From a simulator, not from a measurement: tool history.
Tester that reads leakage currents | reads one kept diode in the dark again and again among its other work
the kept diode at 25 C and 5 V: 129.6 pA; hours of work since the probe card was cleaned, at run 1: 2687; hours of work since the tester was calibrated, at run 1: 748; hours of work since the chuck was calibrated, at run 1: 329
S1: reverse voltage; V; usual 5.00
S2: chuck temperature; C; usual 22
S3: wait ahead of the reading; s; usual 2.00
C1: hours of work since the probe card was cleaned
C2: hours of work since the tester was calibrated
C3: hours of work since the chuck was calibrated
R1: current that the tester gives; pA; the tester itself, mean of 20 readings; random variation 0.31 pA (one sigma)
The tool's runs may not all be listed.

{"run": 1, "hour": 0.0, "S1": 5.0, "S2": 22, "S3": 2.0, "C1": 2687, "C2": 748, "C3": 329, "R1": 100.81}
{"run": 2, "hour": 22.6, "S1": 5.0, "S2": 22, "S3": 2.71, "C1": 2701, "C2": 762, "C3": 343, "R1": 101.06}
{"run": 3, "hour": 64.7, "S1": 5.0, "S2": 36, "S3": 2.0, "C1": 2728, "C2": 789, "C3": 370, "R1": 322.69}
{"run": 4, "hour": 87.6, "S1": 5.0, "S2": 36, "S3": 2.0, "C1": 2743, "C2": 803, "C3": 384, "R1": 323.77}
{"run": 5, "hour": 110.2, "S1": 5.0, "S2": 22, "S3": 2.0, "C1": 2757, "C2": 818, "C3": 399, "R1": 100.77}
{"run": 6, "hour": 156.8, "S1": 5.5, "S2": 22, "S3": 2.0, "C1": 2787, "C2": 847, "C3": 428, "R1": 104.78}
{"run": 7, "hour": 190.5, "S1": 5.5, "S2": 22, "S3": 6.59, "C1": 2808, "C2": 868, "C3": 450, "R1": 104.74}
{"run": 8, "hour": 228.0, "S1": 5.5, "S2": 22, "S3": 6.59, "C1": 2832, "C2": 892, "C3": 474, "R1": 103.96}
{"run": 9, "hour": 264.7, "S1": 2.93, "S2": 22, "S3": 6.59, "C1": 2855, "C2": 916, "C3": 497, "R1": 81.69}
{"run": 10, "hour": 292.5, "S1": 2.93, "S2": 22, "S3": 6.59, "C1": 2873, "C2": 933, "C3": 514, "R1": 80.95}
{"run": 11, "hour": 331.5, "S1": 5.0, "S2": 22, "S3": 2.0, "C1": 2897, "C2": 958, "C3": 539, "R1": 100.54}
{"run": 12, "hour": 377.7, "S1": 5.0, "S2": 22, "S3": 2.0, "C1": 2927, "C2": 987, "C3": 569, "R1": 100.92}
{"run": 13, "hour": 407.7, "S1": 8.31, "S2": 22, "S3": 2.0, "C1": 2946, "C2": 1006, "C3": 588, "R1": 122.93}
{"run": 14, "hour": 448.8, "S1": 5.0, "S2": 30, "S3": 2.0, "C1": 2972, "C2": 1032, "C3": 614, "R1": 198.45}
{"run": 15, "hour": 473.6, "S1": 5.0, "S2": 22, "S3": 1.82, "C1": 2988, "C2": 1048, "C3": 629, "R1": 101.06}
{"run": 16, "hour": 513.4, "S1": 5.0, "S2": 22, "S3": 1.82, "C1": 3013, "C2": 1073, "C3": 655, "R1": 101.24}
{"run": 17, "hour": 542.8, "S1": 5.0, "S2": 22, "S3": 1.82, "C1": 3032, "C2": 1092, "C3": 673, "R1": 101.81}
{"run": 18, "hour": 582.3, "S1": 5.0, "S2": 42, "S3": 1.82, "C1": 3057, "C2": 1117, "C3": 698, "R1": 517.58}
{"run": 19, "hour": 609.2, "S1": 5.0, "S2": 22, "S3": 1.07, "C1": 3074, "C2": 1134, "C3": 715, "R1": 101.65}
{"run": 20, "hour": 655.6, "S1": 5.0, "S2": 57, "S3": 2.0, "C1": 3103, "C2": 1163, "C3": 745, "R1": 1559.98}
{"run": 21, "hour": 684.6, "S1": 5.0, "S2": 57, "S3": 2.0, "C1": 3121, "C2": 1182, "C3": 763, "R1": 1570.62}
{"hour": 704.2, "done": "chuck's temperature calibrated"}
{"run": 22, "hour": 715.5, "S1": 5.0, "S2": 57, "S3": 2.0, "C1": 3140, "C2": 1200, "C3": 7, "R1": 1551.97}
{"run": 23, "hour": 754.5, "S1": 5.0, "S2": 57, "S3": 8.55, "C1": 3164, "C2": 1225, "C3": 32, "R1": 1560.28}
{"run": 24, "hour": 803.8, "S1": 5.0, "S2": 57, "S3": 8.55, "C1": 3196, "C2": 1256, "C3": 63, "R1": 1556.44}
{"run": 25, "hour": 834.9, "S1": 16.0, "S2": 57, "S3": 8.55, "C1": 3216, "C2": 1276, "C3": 83, "R1": 2440.48}
{"run": 26, "hour": 859.5, "S1": 6.92, "S2": 22, "S3": 2.24, "C1": 3231, "C2": 1292, "C3": 98, "R1": 114.15}
{"hour": 884.6, "done": "probe card cleaned and baked"}
{"run": 27, "hour": 888.6, "S1": 6.31, "S2": 22, "S3": 1.1, "C1": 3, "C2": 1308, "C3": 115, "R1": 111.4}
{"run": 28, "hour": 915.8, "S1": 1.26, "S2": 34, "S3": 2.0, "C1": 20, "C2": 1325, "C3": 132, "R1": 162.96}
{"run": 29, "hour": 951.0, "S1": 15.74, "S2": 31, "S3": 4.37, "C1": 42, "C2": 1348, "C3": 155, "R1": 336.12}
{"run": 30, "hour": 987.0, "S1": 5.0, "S2": 49, "S3": 0.46, "C1": 65, "C2": 1371, "C3": 177, "R1": 884.61}
{"run": 31, "hour": 1027.5, "S1": 6.96, "S2": 30, "S3": 0.57, "C1": 91, "C2": 1396, "C3": 203, "R1": 230.01}
{"run": 32, "hour": 1069.9, "S1": 6.96, "S2": 30, "S3": 0.57, "C1": 118, "C2": 1423, "C3": 230, "R1": 230.7}
{"run": 33, "hour": 1095.3, "S1": 6.96, "S2": 30, "S3": 0.57, "C1": 134, "C2": 1439, "C3": 246, "R1": 229.21}
{"run": 34, "hour": 1119.3, "S1": 5.0, "S2": 51, "S3": 2.0, "C1": 149, "C2": 1454, "C3": 261, "R1": 1017.69}
{"run": 35, "hour": 1163.1, "S1": 7.8, "S2": 51, "S3": 2.0, "C1": 177, "C2": 1482, "C3": 289, "R1": 1206.61}
{"run": 36, "hour": 1206.3, "S1": 16.58, "S2": 32, "S3": 2.0, "C1": 204, "C2": 1510, "C3": 317, "R1": 372.19}
{"run": 37, "hour": 1250.8, "S1": 16.58, "S2": 32, "S3": 0.39, "C1": 232, "C2": 1538, "C3": 345, "R1": 384.93}
{"run": 38, "hour": 1271.7, "S1": 16.58, "S2": 39, "S3": 6.63, "C1": 246, "C2": 1551, "C3": 358, "R1": 649.26}
{"run": 39, "hour": 1298.7, "S1": 16.58, "S2": 45, "S3": 2.23, "C1": 263, "C2": 1568, "C3": 375, "R1": 1037.96}

5 ways to go on from here, each from the tool as it stands after run 39. What would each give?
{"run": "A", "hour": 1321.3, "S1": 5.0, "S2": 37, "S3": 1.22, "C1": 277, "C2": 1583, "C3": 390, "R1": "?"}
{"run": "B", "hour": 1321.3, "S1": 2.69, "S2": 21, "S3": 2.23, "C1": 277, "C2": 1583, "C3": 390, "R1": "?"}
{"run": "C", "hour": 1321.3, "S1": 5.0, "S2": 22, "S3": 0.52, "C1": 277, "C2": 1583, "C3": 390, "R1": "?"}
{"run": "D", "hour": 1321.3, "S1": 5.0, "S2": 29, "S3": 2.0, "C1": 277, "C2": 1583, "C3": 390, "R1": "?"}
{"run": "E", "hour": 1321.3, "S1": 1.07, "S2": 45, "S3": 2.23, "C1": 277, "C2": 1583, "C3": 390, "R1": "?"}

run=A R1=351.79
run=B R1=72.86
run=C R1=103.47
run=D R1=182.82
run=E R1=360.93
Without the tool's hidden state the same runs would have given:
run=A R1=351.74
run=B R1=72.85
run=C R1=103.46
run=D R1=182.79
run=E R1=360.89

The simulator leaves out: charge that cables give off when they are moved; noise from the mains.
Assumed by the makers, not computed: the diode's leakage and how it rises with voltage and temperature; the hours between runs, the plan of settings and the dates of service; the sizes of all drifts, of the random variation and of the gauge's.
